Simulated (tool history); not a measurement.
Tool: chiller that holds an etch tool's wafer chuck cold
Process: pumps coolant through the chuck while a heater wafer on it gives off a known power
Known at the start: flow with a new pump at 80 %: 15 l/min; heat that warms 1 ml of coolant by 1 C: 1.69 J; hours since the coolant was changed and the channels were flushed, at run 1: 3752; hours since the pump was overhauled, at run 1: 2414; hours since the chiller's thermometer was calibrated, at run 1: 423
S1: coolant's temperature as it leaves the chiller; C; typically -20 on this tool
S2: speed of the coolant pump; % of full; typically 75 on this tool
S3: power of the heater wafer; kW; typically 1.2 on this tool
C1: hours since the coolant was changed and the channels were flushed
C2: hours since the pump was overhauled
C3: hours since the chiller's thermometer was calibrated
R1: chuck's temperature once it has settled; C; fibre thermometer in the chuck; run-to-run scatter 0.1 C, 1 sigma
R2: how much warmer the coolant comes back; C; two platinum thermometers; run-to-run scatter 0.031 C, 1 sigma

run 1 hour=0 | S1=-20 S2=75 S3=1.2 | C1=3752 C2=2414 C3=423 | R1=-4.4 R2=3.26
run 2 hour=61 | S1=-27 S2=75 S3=1.2 | C1=3813 C2=2475 C3=484 | R1=-11.5 R2=3.28
run 3 hour=104.7 | S1=-27 S2=75 S3=1.4 | C1=3857 C2=2518 C3=527 | R1=-8.8 R2=3.81
run 4 hour=178.1 | S1=-20 S2=75 S3=1.2 | C1=3930 C2=2592 C3=601 | R1=-4.3 R2=3.28
run 5 hour=249.2 | S1=-20 S2=75 S3=1.2 | C1=4001 C2=2663 C3=672 | R1=-4.2 R2=3.21
run 6 hour=299.6 | S1=-20 S2=75 S3=1.2 | C1=4052 C2=2713 C3=722 | R1=-4.2 R2=3.31
run 7 hour=351.6 | S1=-26 S2=75 S3=1.2 | C1=4104 C2=2765 C3=774 | R1=-10.1 R2=3.28
run 8 hour=388.8 | S1=-26 S2=75 S3=1.2 | C1=4141 C2=2803 C3=811 | R1=-10 R2=3.3
run 9 hour=449.3 | S1=-26 S2=75 S3=1.2 | C1=4201 C2=2863 C3=872 | R1=-10 R2=3.26
run 10 hour=501.8 | S1=-26 S2=75 S3=1.2 | C1=4254 C2=2916 C3=924 | R1=-9.9 R2=3.31
run 11 hour=545.8 | S1=-26 S2=75 S3=1.2 | C1=4298 C2=2960 C3=968 | R1=-9.8 R2=3.3
run 12 hour=615.3 | S1=-20 S2=75 S3=1.2 | C1=4367 C2=3029 C3=1038 | R1=-3.9 R2=3.36
run 13 hour=654.3 | S1=-27 S2=75 S3=1.2 | C1=4406 C2=3068 C3=1077 | R1=-10.8 R2=3.3
run 14 hour=707.2 | S1=-27 S2=75 S3=1.2 | C1=4459 C2=3121 C3=1130 | R1=-10.7 R2=3.32
run 15 hour=763.9 | S1=-27 S2=75 S3=1.2 | C1=4516 C2=3178 C3=1186 | R1=-10.6 R2=3.29
run 16 hour=829 | S1=-20 S2=75 S3=1.208 | C1=4581 C2=3243 C3=1252 | R1=-3.5 R2=3.38
run 17 hour=876.3 | S1=-20 S2=75 S3=1.208 | C1=4628 C2=3290 C3=1299 | R1=-3.4 R2=3.39
run 18 hour=943.4 | S1=-20 S2=62 S3=0.966 | C1=4695 C2=3357 C3=1366 | R1=-5 R2=3.37
run 19 hour=1016.1 | S1=-20 S2=75 S3=1.7 | C1=4768 C2=3430 C3=1439 | R1=3.7 R2=4.77
run 20 hour=1083.7 | S1=-20 S2=75 S3=1.7 | C1=4836 C2=3498 C3=1506 | R1=3.8 R2=4.74
run 21 hour=1143.6 | S1=-21 S2=75 S3=0.951 | C1=4896 C2=3557 C3=1566 | R1=-7.4 R2=2.68
run 22 hour=1216.8 | S1=-21 S2=75 S3=0.951 | C1=4969 C2=3631 C3=1639 | R1=-7.4 R2=2.62
-- hour=1229.9 coolant changed, channels flushed
run 23 hour=1276.6 | S1=-20 S2=60 S3=1.193 | C1=47 C2=3684 C3=1693 | R1=-4.1 R2=4.33
run 24 hour=1313.6 | S1=-15 S2=61 S3=1.193 | C1=84 C2=3721 C3=1730 | R1=0.7 R2=4.29
run 25 hour=1388.6 | S1=-13 S2=99 S3=1.143 | C1=159 C2=3796 C3=1805 | R1=-1.8 R2=2.36
run 26 hour=1439.6 | S1=-18 S2=62 S3=0.623 | C1=210 C2=3847 C3=1856 | R1=-9.7 R2=2.2
run 27 hour=1493.3 | S1=-18 S2=62 S3=0.623 | C1=263 C2=3901 C3=1910 | R1=-9.6 R2=2.21
run 28 hour=1533.8 | S1=-22 S2=75 S3=1.483 | C1=304 C2=3942 C3=1950 | R1=-4.5 R2=4.19
run 29 hour=1593 | S1=-18 S2=96 S3=1.221 | C1=363 C2=4001 C3=2009 | R1=-5.5 R2=2.63
run 30 hour=1662.5 | S1=-18 S2=96 S3=1.221 | C1=433 C2=4070 C3=2079 | R1=-5.5 R2=2.63
-- hour=1667.6 chiller's thermometer calibrated
run 31 hour=1700.4 | S1=-11 S2=79 S3=0.686 | C1=470 C2=4107 C3=33 | R1=-3.5 R2=1.82
run 32 hour=1772.8 | S1=-18 S2=75 S3=1.7 | C1=542 C2=4180 C3=105 | R1=1.6 R2=4.84

What if the next run were any one of these 3? Each begins from the tool's condition after run 32:
run A hour=1830.7 | S1=-27 S2=75 S3=1.2 | C1=600 C2=4237 C3=163 | R1=? R2=?
run B hour=1830.7 | S1=-23 S2=82 S3=1.7 | C1=600 C2=4237 C3=163 | R1=? R2=?
run C hour=1830.7 | S1=-16 S2=81 S3=0.984 | C1=600 C2=4237 C3=163 | R1=? R2=?

run=A R1=-13.2 R2=3.48
run=B R1=-4.1 R2=4.41
run=C R1=-5.1 R2=2.57
What these runs would have given with no unlogged condition in the tool:
run=A R1=-14.4 R2=3.1
run=B R1=-5.8 R2=3.93
run=C R1=-6.1 R2=2.29
